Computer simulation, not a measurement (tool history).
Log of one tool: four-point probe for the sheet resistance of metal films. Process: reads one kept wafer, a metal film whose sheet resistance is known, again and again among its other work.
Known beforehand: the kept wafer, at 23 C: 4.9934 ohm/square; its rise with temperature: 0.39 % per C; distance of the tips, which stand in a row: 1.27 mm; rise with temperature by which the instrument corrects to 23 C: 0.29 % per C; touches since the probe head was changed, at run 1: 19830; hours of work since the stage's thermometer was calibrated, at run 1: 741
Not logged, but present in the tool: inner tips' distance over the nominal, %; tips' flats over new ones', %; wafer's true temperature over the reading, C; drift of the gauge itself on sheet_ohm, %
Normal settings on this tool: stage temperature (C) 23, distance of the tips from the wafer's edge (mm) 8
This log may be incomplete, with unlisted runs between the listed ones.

| run | hour | stage temperature (C) | distance of the tips from the wafer's edge (mm) | touches since the probe head was changed | hours of work since the stage's thermometer was calibrated | sheet resistance as the instrument gives it (ohm/square) |
|---|---|---|---|---|---|---|
| 1 | 0.0 | 23 | 8 | 19830 | 741 | 5.049702 |
| 2 | 102.4 | 23 | 8 | 23972 | 802 | 5.044871 |
| 3 | 195.4 | 23 | 8 | 27735 | 857 | 5.041935 |
| 4 | 302.1 | 23 | 8 | 32056 | 920 | 5.039727 |
| 5 | 373.5 | 23 | 8 | 34944 | 963 | 5.039561 |
| 6 | 464.1 | 23 | 4 | 38612 | 1017 | 5.223816 |
| 7 | 547.7 | 23 | 8 | 41994 | 1066 | 5.032910 |
| 8 | 673.2 | 23 | 8 | 47070 | 1141 | 5.028886 |
| 9 | 793.0 | 23 | 8 | 51918 | 1212 | 5.025643 |
| 10 | 879.3 | 23 | 8 | 55414 | 1263 | 5.023255 |
| 11 | 957.1 | 23 | 49 | 58561 | 1310 | 4.955866 |
| 12 | 1013.5 | 23 | 49 | 60843 | 1343 | 4.955042 |
| 13 | 1113.2 | 22 | 8 | 64878 | 1402 | 5.011458 |
| 14 | 1181.9 | 22 | 11 | 67658 | 1443 | 4.977692 |
| 15 | 1239.3 | 22 | 11 | 69979 | 1477 | 4.977270 |
| 16 | 1306.3 | 22 | 11 | 72691 | 1517 | 4.974908 |
| 17 | 1396.1 | 22 | 11 | 76323 | 1570 | 4.971689 |
| 18 | 1509.9 | 22 | 11 | 80931 | 1638 | 4.969522 |
| 19 | 1588.6 | 23 | 25 | 84114 | 1685 | 4.942956 |
| 20 | 1703.4 | 23 | 4 | 88759 | 1753 | 5.186539 |
| 21 | 1807.2 | 23 | 4 | 92960 | 1815 | 5.183388 |
|  | 1815.1 | stage's thermometer calibrated |
| 22 | 1926.7 | 23 | 20 | 97776 | 66 | 4.932923 |
| 23 | 1993.5 | 22 | 8 | 100479 | 106 | 4.982106 |
|  | 2060.8 | stage's thermometer calibrated, once more |
| 24 | 2099.8 | 22 | 8 | 104759 | 23 | 4.991316 |
| 25 | 2195.0 | 22 | 8 | 108613 | 80 | 4.989975 |
|  | 2284.9 | new probe head fitted |
| 26 | 2324.5 | 22 | 15 | 1604 | 156 | 5.019503 |
| 27 | 2438.6 | 21 | 56 | 6222 | 224 | 4.994364 |
| 28 | 2502.3 | 22 | 56 | 8799 | 262 | 4.998500 |
| 29 | 2607.5 | 22 | 56 | 13058 | 324 | 4.992696 |
| 30 | 2703.0 | 28 | 26 | 16922 | 381 | 5.027337 |
| 31 | 2807.7 | 28 | 26 | 21159 | 443 | 5.023423 |
| 32 | 2888.7 | 32 | 6 | 24435 | 491 | 5.152868 |
| 33 | 3008.0 | 30 | 43 | 29263 | 562 | 5.023908 |
| 34 | 3079.4 | 18 | 3 | 32151 | 604 | 5.391665 |
| 35 | 3168.6 | 19 | 3 | 35764 | 658 | 5.393295 |
| 36 | 3295.2 | 23 | 3 | 40886 | 733 | 5.414318 |
| 37 | 3370.3 | 23 | 3 | 43924 | 777 | 5.408923 |
| 38 | 3447.9 | 23 | 3 | 47066 | 823 | 5.408753 |
| 39 | 3504.4 | 18 | 44 | 49350 | 857 | 4.947616 |
| 40 | 3625.4 | 22 | 16 | 54247 | 929 | 4.980417 |
| 41 | 3700.4 | 18 | 14 | 57283 | 973 | 4.962293 |
| 42 | 3760.7 | 19 | 13 | 59723 | 1009 | 4.971052 |
| 43 | 3848.4 | 18 | 19 | 63270 | 1061 | 4.948301 |
| 44 | 3921.4 | 27 | 38 | 66224 | 1105 | 4.983599 |
| 45 | 3978.8 | 24 | 8 | 68549 | 1139 | 5.031479 |

Consider 4 possible next runs. They are alternatives, not a sequence: every one starts from the tool as it was left by run 45. What does each give?
| A | 4088.5 | 34 | 31 | 72989 | 1204 | ? |
| B | 4088.5 | 24 | 9 | 72989 | 1204 | ? |
| C | 4088.5 | 20 | 3 | 72989 | 1204 | ? |
| D | 4088.5 | 19 | 8 | 72989 | 1204 | ? |

| run | sheet resistance as the instrument gives it (ohm/square) |
|---|---|
| A | 5.013907 |
| B | 5.013401 |
| C | 5.372117 |
| D | 5.001594 |
Had the tool no hidden state, the same runs would have come out as:
| run | sheet resistance as the instrument gives it (ohm/square) |
|---|---|
| A | 5.052049 |
| B | 5.051761 |
| C | 5.413108 |
| D | 5.039986 |
